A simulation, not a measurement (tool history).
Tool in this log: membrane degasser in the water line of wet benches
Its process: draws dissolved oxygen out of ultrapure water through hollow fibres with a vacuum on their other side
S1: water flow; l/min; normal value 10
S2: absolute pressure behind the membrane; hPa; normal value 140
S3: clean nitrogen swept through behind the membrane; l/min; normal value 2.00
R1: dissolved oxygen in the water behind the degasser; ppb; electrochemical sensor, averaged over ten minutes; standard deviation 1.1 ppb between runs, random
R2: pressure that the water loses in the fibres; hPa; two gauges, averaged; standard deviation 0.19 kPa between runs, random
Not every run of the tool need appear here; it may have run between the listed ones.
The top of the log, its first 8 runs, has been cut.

Run 9, hour 490.6: usual settings but S1 6 l/min. Result: R1 83.2 ppb, R2 223.9 hPa.
Run 10, hour 589.8: usual settings but S1 6 l/min, S3 5.54 l/min. Result: R1 30.8 ppb, R2 222.5 hPa.
Run 11, hour 645.1: usual settings but S1 6 l/min. Result: R1 81.8 ppb, R2 221.0 hPa.
Run 12, hour 723.3: usual settings but S1 6 l/min. Result: R1 83.2 ppb, R2 219.3 hPa.
Run 13, hour 782.9: usual settings. Result: R1 135.4 ppb, R2 372.5 hPa.
Run 14, hour 867.4: usual settings. Result: R1 137.8 ppb, R2 370.6 hPa.
At hour 873.8: vacuum gauge calibrated.
Run 15, hour 910.7: usual settings. Result: R1 135.7 ppb, R2 373.4 hPa.
Run 16, hour 1003.8: usual settings. Result: R1 137.6 ppb, R2 371.0 hPa.
Run 17, hour 1076.6: usual settings. Result: R1 136.4 ppb, R2 372.4 hPa.
Run 18, hour 1156.7: usual settings but S1 14 l/min, S2 284 hPa, S3 4.19 l/min. Result: R1 221.4 ppb, R2 519.6 hPa.
Run 19, hour 1214.0: usual settings but S2 127 hPa, S3 4.24 l/min. Result: R1 61.0 ppb, R2 370.1 hPa.
Run 20, hour 1260.3: usual settings but S2 127 hPa, S3 4.24 l/min. Result: R1 61.6 ppb, R2 372.3 hPa.
Run 21, hour 1310.5: usual settings but S2 127 hPa, S3 4.24 l/min. Result: R1 60.5 ppb, R2 375.7 hPa.
Run 22, hour 1361.5: usual settings but S1 16 l/min, S2 339 hPa, S3 2.44 l/min. Result: R1 494.8 ppb, R2 593.9 hPa.
Run 23, hour 1431.1: usual settings but S1 6 l/min, S2 110 hPa, S3 1.31 l/min. Result: R1 92.3 ppb, R2 223.2 hPa.
At hour 1471.9: vacuum gauge calibrated, once more.
Run 24, hour 1482.9: usual settings but S1 16 l/min, S2 305 hPa, S3 2.57 l/min. Result: R1 419.7 ppb, R2 591.5 hPa.
Run 25, hour 1558.8: usual settings but S1 16 l/min, S2 305 hPa, S3 2.57 l/min. Result: R1 422.1 ppb, R2 595.7 hPa.
Run 26, hour 1609.7: usual settings but S1 16 l/min, S2 147 hPa. Result: R1 243.5 ppb, R2 595.5 hPa.
Run 27, hour 1711.0: usual settings but S1 9 l/min, S2 122 hPa, S3 1.86 l/min. Result: R1 108.8 ppb, R2 338.6 hPa.
Run 28, hour 1814.4: usual settings but S1 6 l/min, S2 97 hPa, S3 0.88 l/min. Result: R1 109.9 ppb, R2 221.2 hPa.
Run 29, hour 1914.3: usual settings but S1 12 l/min, S2 112 hPa, S3 1.83 l/min. Result: R1 134.1 ppb, R2 443.6 hPa.
Run 30, hour 1971.0: usual settings but S1 7 l/min, S2 105 hPa, S3 1.13 l/min. Result: R1 112.0 ppb, R2 260.4 hPa.
Run 31, hour 2070.1: usual settings but S1 7 l/min, S2 105 hPa, S3 1.13 l/min. Result: R1 112.2 ppb, R2 262.3 hPa.
Run 32, hour 2151.4: usual settings but S1 7 l/min, S2 239 hPa, S3 4.06 l/min. Result: R1 93.4 ppb, R2 259.6 hPa.

Below are 4 alternative next runs, each starting from the tool's condition after run 32. Predict each:
Run A, hour 2213.2: usual settings but S1 11 l/min, S2 286 hPa, S3 1.83 l/min. Result: R1 ?, R2 ?.
Run B, hour 2213.2: usual settings but S2 124 hPa, S3 1.02 l/min. Result: R1 ?, R2 ?.
Run C, hour 2213.2: usual settings but S2 246 hPa, S3 3.46 l/min. Result: R1 ?, R2 ?.
Run D, hour 2213.2: usual settings but S1 8 l/min, S2 94 hPa, S3 1.27 l/min. Result: R1 ?, R2 ?.

run     R1     R2
  A  367.6  408.6
  B  218.8  373.5
  C  156.8  374.6
  D   97.4  300.7
Stripped of hidden state, with their random variation kept, the same runs would have yielded:
run     R1     R2
  A  359.9  398.1
  B  213.6  364.0
  C  152.7  365.1
  D   94.2  293.1
